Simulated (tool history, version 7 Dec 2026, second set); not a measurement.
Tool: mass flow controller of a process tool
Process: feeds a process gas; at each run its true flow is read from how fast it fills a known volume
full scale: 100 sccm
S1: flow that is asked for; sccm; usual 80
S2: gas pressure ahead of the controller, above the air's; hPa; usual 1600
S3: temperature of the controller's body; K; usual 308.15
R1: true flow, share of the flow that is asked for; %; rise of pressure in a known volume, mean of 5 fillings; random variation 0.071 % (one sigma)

| run | hour | S1 | S2 | S3 | R1 |
|---|---|---|---|---|---|
| 1 | 0 | 80 | 1600 | 308.15 | 101.75 |
| 2 | 284.9 | 80 | 1600 | 308.15 | 101.6 |
| 3 | 494.3 | 80 | 1600 | 308.15 | 101.6 |
| 4 | 722.6 | 80 | 1600 | 308.15 | 101.76 |
| 5 | 1007.1 | 80 | 1600 | 302.15 | 102.13 |
| 6 | 1176.3 | 80 | 1600 | 302.15 | 102.15 |
| 7 | 1483.7 | 16 | 1600 | 308.15 | 103.16 |
| 8 | 1718.6 | 80 | 1600 | 308.15 | 101.94 |
| 9 | 1855.4 | 80 | 1600 | 308.15 | 101.92 |
|  | 2130.1 | controller's zero set anew |
| 10 | 2130.1 | 80 | 1600 | 306.15 | 102.29 |
| 11 | 2397.3 | 80 | 1600 | 306.15 | 102.29 |
| 12 | 2634.2 | 80 | 2270 | 306.15 | 102.08 |
|  | 2869.5 | controller's zero set anew, once more |
| 13 | 2899.9 | 80 | 1470 | 306.15 | 101.95 |
| 14 | 3161.1 | 80 | 1600 | 308.15 | 101.73 |
| 15 | 3287.2 | 80 | 1600 | 308.15 | 101.85 |
| 16 | 3500 | 80 | 1600 | 308.15 | 101.87 |
|  | 3744.5 | controller exchanged for a calibrated one |
| 17 | 3792.4 | 80 | 1600 | 308.15 | 99.59 |
| 18 | 3952.2 | 80 | 1640 | 309.15 | 99.61 |
| 19 | 4112.4 | 69 | 1640 | 294.15 | 100.34 |
| 20 | 4381.1 | 76 | 1600 | 305.15 | 99.89 |
| 21 | 4676.1 | 57 | 2640 | 299.15 | 99.74 |
| 22 | 4953.3 | 80 | 1770 | 308.15 | 99.69 |
| 23 | 5096.3 | 12 | 1510 | 310.15 | 99.82 |
| 24 | 5400.6 | 14 | 1600 | 305.15 | 100.33 |
| 25 | 5660.6 | 14 | 1600 | 305.15 | 100.44 |
| 26 | 5785.2 | 34 | 2510 | 294.15 | 100.35 |
| 27 | 5981.6 | 80 | 1600 | 301.15 | 100.43 |
| 28 | 6123.7 | 93 | 1600 | 308.15 | 100.11 |
| 29 | 6398.2 | 47 | 2360 | 298.15 | 100.24 |
| 30 | 6632.6 | 98 | 1410 | 298.15 | 100.92 |
| 31 | 6916.3 | 11 | 1410 | 298.15 | 101.38 |
| 32 | 7121 | 80 | 2370 | 294.15 | 100.7 |

4 ways to go on from here, each from the tool as it stands after run 32. What would each give?
| A | 7249.5 | 80 | 2450 | 302.15 | ? |
| B | 7249.5 | 26 | 1950 | 308.15 | ? |
| C | 7249.5 | 80 | 1460 | 308.15 | ? |
| D | 7249.5 | 80 | 1600 | 295.15 | ? |

| run | R1 |
|---|---|
| A | 100.34 |
| B | 100.12 |
| C | 100.38 |
| D | 100.98 |
Without the tool's hidden state the same runs would have given:
| run | R1 |
|---|---|
| A | 99.54 |
| B | 98.98 |
| C | 99.58 |
| D | 100.18 |
